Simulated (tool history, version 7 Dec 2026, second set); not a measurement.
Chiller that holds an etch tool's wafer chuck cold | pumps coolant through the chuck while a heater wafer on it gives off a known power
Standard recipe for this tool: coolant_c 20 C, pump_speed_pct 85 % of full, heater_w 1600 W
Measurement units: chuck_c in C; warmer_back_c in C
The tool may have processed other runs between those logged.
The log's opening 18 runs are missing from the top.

| run | hour | coolant_c | pump_speed_pct | heater_w | chuck_c | warmer_back_c |
|---|---|---|---|---|---|---|
| 19 | 750.6 | 20 | 94 | 1731 | 37.5 | 3.41 |
| 20 | 795.6 | 13 | 92 | 897 | 22.0 | 1.84 |
| 21 | 832.9 | 13 | 92 | 897 | 22.2 | 1.84 |
| 22 | 890.0 | 10 | 92 | 1818 | 28.7 | 3.72 |
| 23 | 951.4 | 21 | 76 | 1818 | 42.2 | 4.60 |
| 24 | 981.1 | 21 | 98 | 2004 | 40.8 | 3.80 |
| 25 | 1046.5 | 26 | 98 | 2236 | 48.0 | 4.25 |
| 26 | 1102.0 | 17 | 74 | 1966 | 40.6 | 5.12 |
| 27 | 1134.6 | 16 | 97 | 1966 | 35.6 | 3.79 |
| 28 | 1178.3 | 16 | 97 | 1966 | 35.3 | 3.76 |
| 29 | 1209.5 | 16 | 97 | 1966 | 35.5 | 3.80 |
| 30 | 1269.6 | 16 | 97 | 1966 | 35.6 | 3.80 |
| 31 | 1302.6 | 25 | 85 | 1600 | 42.6 | 3.60 |

Here are 4 independent what-if runs from the current tool condition. What would each one return?
| A | 1348.4 | 21 | 85 | 1925 | ? | ? |
| B | 1348.4 | 20 | 85 | 1358 | ? | ? |
| C | 1348.4 | 25 | 87 | 1104 | ? | ? |
| D | 1348.4 | 25 | 85 | 2103 | ? | ? |

| run | chuck_c | warmer_back_c |
|---|---|---|
| A | 41.9 | 4.33 |
| B | 34.7 | 3.05 |
| C | 36.8 | 2.39 |
| D | 48.1 | 4.68 |
With the hidden condition removed and each run's random variation left untouched, the same runs would have given:
| run | chuck_c | warmer_back_c |
|---|---|---|
| A | 40.6 | 4.25 |
| B | 33.8 | 2.99 |
| C | 36.1 | 2.35 |
| D | 46.6 | 4.59 |

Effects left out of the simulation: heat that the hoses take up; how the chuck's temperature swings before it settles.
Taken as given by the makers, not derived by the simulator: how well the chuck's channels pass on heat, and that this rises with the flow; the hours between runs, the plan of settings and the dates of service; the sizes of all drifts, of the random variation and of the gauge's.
